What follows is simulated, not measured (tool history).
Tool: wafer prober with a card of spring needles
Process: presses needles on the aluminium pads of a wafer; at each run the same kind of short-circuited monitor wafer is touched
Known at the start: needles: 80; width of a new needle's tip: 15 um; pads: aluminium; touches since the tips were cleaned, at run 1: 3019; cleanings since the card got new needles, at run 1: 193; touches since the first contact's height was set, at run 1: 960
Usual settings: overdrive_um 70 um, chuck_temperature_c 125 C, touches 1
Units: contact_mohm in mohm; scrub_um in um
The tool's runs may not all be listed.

run,hour,overdrive_um,chuck_temperature_c,touches,touches since the tips were cleaned,cleanings since the card got new needles,touches since the first contact's height was set,contact_mohm,scrub_um
1,0.0,70,125,1,3019,193,960,276,17.77
# hour 4.5: tips cleaned on abrasive film
# hour 15.8: tips cleaned on abrasive film
# hour 24.8: tips cleaned on abrasive film
# hour 36.0: tips cleaned on abrasive film
2,43.4,58,125,1,3429,197,20861,288,14.70
# hour 45.7: tips cleaned on abrasive film
# hour 54.7: tips cleaned on abrasive film
# hour 65.9: tips cleaned on abrasive film
# hour 77.1: tips cleaned on abrasive film
# hour 88.3: tips cleaned on abrasive film
3,89.2,58,125,1,393,202,41847,264,14.62
# hour 98.2: tips cleaned on abrasive film
# hour 110.2: card fitted with new needles
# hour 119.2: tips cleaned on abrasive film
# hour 130.4: tips cleaned on abrasive film
# hour 141.6: tips cleaned on abrasive film
4,144.5,70,125,1,1348,3,15762,266,17.74
# hour 151.3: tips cleaned on abrasive film
# hour 160.3: tips cleaned on abrasive film
# hour 169.6: tips cleaned on abrasive film
5,169.6,70,125,1,0,6,27226,255,17.71
# hour 178.6: tips cleaned on abrasive film
# hour 189.8: tips cleaned on abrasive film
# hour 201.0: tips cleaned on abrasive film
6,203.9,70,125,1,1325,9,42967,266,17.67
# hour 210.6: tips cleaned on abrasive film
# hour 219.6: tips cleaned on abrasive film
# hour 230.8: tips cleaned on abrasive film
# hour 242.0: tips cleaned on abrasive film
# hour 253.3: tips cleaned on abrasive film
# hour 263.2: tips cleaned on abrasive film
7,263.2,70,125,1,0,15,70176,259,17.57
# hour 274.4: tips cleaned on abrasive film
# hour 285.6: tips cleaned on abrasive film
# hour 294.6: tips cleaned on abrasive film
# hour 299.4: height of the first contact set anew
8,302.5,70,125,1,3516,18,1457,275,17.81
# hour 304.8: tips cleaned on abrasive film
# hour 316.1: tips cleaned on abrasive film
# hour 327.3: tips cleaned on abrasive film
9,332.9,70,125,1,2623,21,15407,265,17.75
# hour 337.5: tips cleaned on abrasive film
# hour 346.5: tips cleaned on abrasive film
# hour 357.7: tips cleaned on abrasive film
# hour 368.9: tips cleaned on abrasive film
# hour 380.1: tips cleaned on abrasive film
# hour 391.3: tips cleaned on abrasive film
10,393.9,70,125,1,1199,27,43374,263,17.65
# hour 400.7: tips cleaned on abrasive film
# hour 409.7: tips cleaned on abrasive film
# hour 420.9: tips cleaned on abrasive film
# hour 432.1: tips cleaned on abrasive film
11,434.6,70,125,1,1178,31,62051,262,17.59
# hour 441.4: tips cleaned on abrasive film
# hour 452.6: tips cleaned on abrasive film
# hour 463.9: tips cleaned on abrasive film
# hour 475.1: tips cleaned on abrasive film
# hour 486.3: tips cleaned on abrasive film
# hour 488.8: height of the first contact set anew
12,492.9,64,125,1,2933,36,1903,271,16.24
# hour 497.5: tips cleaned on abrasive film
# hour 508.7: tips cleaned on abrasive film
# hour 519.9: tips cleaned on abrasive film
# hour 531.1: tips cleaned on abrasive film
# hour 542.3: tips cleaned on abrasive film
# hour 551.3: tips cleaned on abrasive film
13,552.0,63,101,2,295,42,28966,252,15.92
# hour 560.9: tips cleaned on abrasive film
# hour 572.2: tips cleaned on abrasive film
# hour 583.4: tips cleaned on abrasive film
# hour 592.4: tips cleaned on abrasive film
# hour 603.6: tips cleaned on abrasive film
14,606.1,70,77,1,1186,47,53833,250,17.61
# hour 612.9: tips cleaned on abrasive film
# hour 624.1: tips cleaned on abrasive film
# hour 635.4: tips cleaned on abrasive film
# hour 646.6: tips cleaned on abrasive film
# hour 657.2: tips cleaned on abrasive film
15,657.2,70,125,2,0,52,77233,256,17.51
# hour 668.4: tips cleaned on abrasive film
# hour 679.6: tips cleaned on abrasive film
# hour 679.9: height of the first contact set anew
# hour 691.1: tips cleaned on abrasive film
# hour 702.3: tips cleaned on abrasive film
# hour 713.5: tips cleaned on abrasive film
16,718.4,70,125,2,2243,57,17686,262,17.72
# hour 722.9: tips cleaned on abrasive film
# hour 734.1: tips cleaned on abrasive film
# hour 745.4: tips cleaned on abrasive film
# hour 756.6: tips cleaned on abrasive film
17,756.6,70,125,1,30,61,35218,259,17.66
# hour 765.6: tips cleaned on abrasive film
# hour 776.8: tips cleaned on abrasive film
# hour 788.0: tips cleaned on abrasive film
# hour 799.3: tips cleaned on abrasive film
# hour 809.0: tips cleaned on abrasive film
18,809.0,70,125,1,0,66,59251,257,17.61
# hour 820.3: tips cleaned on abrasive film
# hour 831.5: tips cleaned on abrasive film
# hour 842.7: tips cleaned on abrasive film
19,848.9,85,28,1,2894,69,77589,245,21.35
# hour 853.5: tips cleaned on abrasive film
# hour 864.7: tips cleaned on abrasive film
# hour 869.4: height of the first contact set anew
# hour 876.2: tips cleaned on abrasive film
20,884.7,85,28,1,3946,72,7035,244,21.59
# hour 887.0: tips cleaned on abrasive film
# hour 896.0: tips cleaned on abrasive film
# hour 907.3: tips cleaned on abrasive film
# hour 918.5: tips cleaned on abrasive film
21,920.9,85,28,1,1103,76,23580,238,21.52
# hour 927.6: tips cleaned on abrasive film
# hour 938.8: tips cleaned on abrasive film
# hour 949.1: tips cleaned on abrasive film
22,949.1,59,102,2,0,79,36518,250,14.88
# hour 960.3: tips cleaned on abrasive film
# hour 969.3: tips cleaned on abrasive film
# hour 980.5: tips cleaned on abrasive film
# hour 991.5: tips cleaned on abrasive film
23,991.5,73,44,1,0,83,55982,239,18.38
# hour 1002.7: tips cleaned on abrasive film
# hour 1013.9: tips cleaned on abrasive film
# hour 1025.2: tips cleaned on abrasive film
24,1025.7,87,76,1,254,86,71678,243,21.93

Measured less the same run without the tool's hidden state. The same run-to-run variation is in both; the gauge's scatter may not be:
The hidden state here: debris on the tips, nm; way that the needles fall short of the set height, um; tips' diameter, um; drift of the gauge itself on contact_mohm, %; drift of the gauge itself on scrub_um, %.
run,contact_mohm,scrub_um
1,+19,+0.00
2,+30,-0.05
3,+9,-0.12
4,+10,-0.04
5,+1,-0.08
6,+8,-0.12
7,+1,-0.21
8,+16,+0.00
9,+13,-0.05
10,+8,-0.14
11,+8,-0.20
12,+16,+0.00
13,+3,-0.09
14,+8,-0.18
15,+0,-0.26
16,+7,-0.04
17,+2,-0.11
18,+0,-0.18
19,+12,-0.23
20,+14,-0.02
21,+6,-0.07
22,+2,-0.11
23,+3,-0.16
24,+2,-0.21
